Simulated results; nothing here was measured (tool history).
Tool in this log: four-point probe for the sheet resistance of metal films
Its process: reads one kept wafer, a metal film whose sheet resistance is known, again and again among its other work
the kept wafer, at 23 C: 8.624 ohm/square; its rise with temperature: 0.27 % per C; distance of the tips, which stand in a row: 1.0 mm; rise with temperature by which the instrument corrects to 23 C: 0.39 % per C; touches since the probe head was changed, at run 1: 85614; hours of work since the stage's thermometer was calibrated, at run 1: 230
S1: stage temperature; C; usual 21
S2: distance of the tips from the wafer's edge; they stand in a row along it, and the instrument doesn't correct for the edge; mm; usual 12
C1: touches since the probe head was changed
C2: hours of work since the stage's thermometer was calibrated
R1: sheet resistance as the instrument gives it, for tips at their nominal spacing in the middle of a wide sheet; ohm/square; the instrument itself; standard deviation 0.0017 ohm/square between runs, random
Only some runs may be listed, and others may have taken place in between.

run,day,S1,S2,C1,C2,R1
1,0.000,21,12,85614,230,8.830017
2,0.629,21,12,86340,240,8.832072
3,0.988,21,12,86753,246,8.829364
4,1.321,21,12,87141,251,8.831152
5,2.075,21,12,88009,263,8.832805
6,2.504,29,12,88507,270,8.749938
7,3.292,29,12,89414,283,8.750577
8,3.704,21,52,89890,290,8.801991
9,4.129,21,52,90383,297,8.806253
10,4.471,21,52,90774,302,8.803412
11,5.183,21,52,91600,314,8.806672
# day 5.254: stage's thermometer calibrated
12,5.700,21,52,92168,7,8.808440
13,6.179,21,52,92724,15,8.811185
14,6.771,21,52,93407,24,8.808293
15,7.412,21,52,94148,35,8.808863
16,7.829,21,6,94630,42,8.936660
17,8.571,21,12,95483,53,8.843299
# day 8.742: stage's thermometer calibrated, once more
18,9.233,21,12,96224,8,8.840973
19,10.046,21,12,97164,21,8.839886
20,10.421,22,12,97595,27,8.833228
21,10.838,22,12,98079,34,8.831077
22,11.462,22,12,98798,44,8.830202
23,11.962,22,12,99377,52,8.833205
24,12.733,22,12,100267,64,8.832700
25,13.529,22,12,101186,77,8.836912
26,14.129,22,12,101878,87,8.833849
27,14.608,23,62,102431,95,8.791055
28,15.333,23,62,103269,106,8.794826
29,15.867,23,62,103882,115,8.794454
30,16.529,23,62,104645,126,8.792349
31,17.112,23,62,105323,135,8.796936
32,17.475,23,62,105738,141,8.795873
33,17.812,19,62,106131,146,8.839497
34,18.625,18,64,107066,160,8.853301
35,19.183,32,18,107712,169,8.718393
# day 19.321: new probe head fitted
36,19.954,24,9,732,180,8.661052
37,20.321,23,12,1153,186,8.650229
38,20.742,18,7,1641,193,8.768712
39,21.296,33,12,2281,202,8.551459
40,21.679,22,45,2721,208,8.635689
41,22.238,29,4,3366,217,8.838951
42,22.729,35,26,3935,225,8.511758

Selected run-to-run steps in R1, each split into two signed amounts: the part the tool would show with no hidden state at all (from settings, incoming material and random variation), and the remainder, which goes to the hidden state together with any gauge scatter not common to the measured and the hidden-state-free results:
Hidden conditions of the tool in this case: inner tips' distance over the nominal, %; tips' flats over new ones', %; wafer's true temperature over the reading, C; drift of the gauge itself on sheet_ohm, %.
Run 15 -> 16: S2 52 -> 6. R1 +0.127797 ohm/square: hidden state +0.002734, all else +0.125063.
Run 17 -> 18: stage's thermometer calibrated, once more. R1 -0.002326 ohm/square: hidden state -0.003103, all else +0.000777.
Run 35 -> 36: S1 32 -> 24, S2 18 -> 9, new probe head fitted. R1 -0.057341 ohm/square: hidden state -0.176901, all else +0.119560.
Run 38 -> 39: S1 18 -> 33, S2 7 -> 12. R1 -0.217253 ohm/square: hidden state +0.000822, all else -0.218075.
Run 40 -> 41: S1 22 -> 29, S2 45 -> 4. R1 +0.203262 ohm/square: hidden state +0.000702, all else +0.202560.
Run 41 -> 42: S1 29 -> 35, S2 4 -> 26. R1 -0.327193 ohm/square: hidden state +0.000703, all else -0.327896.
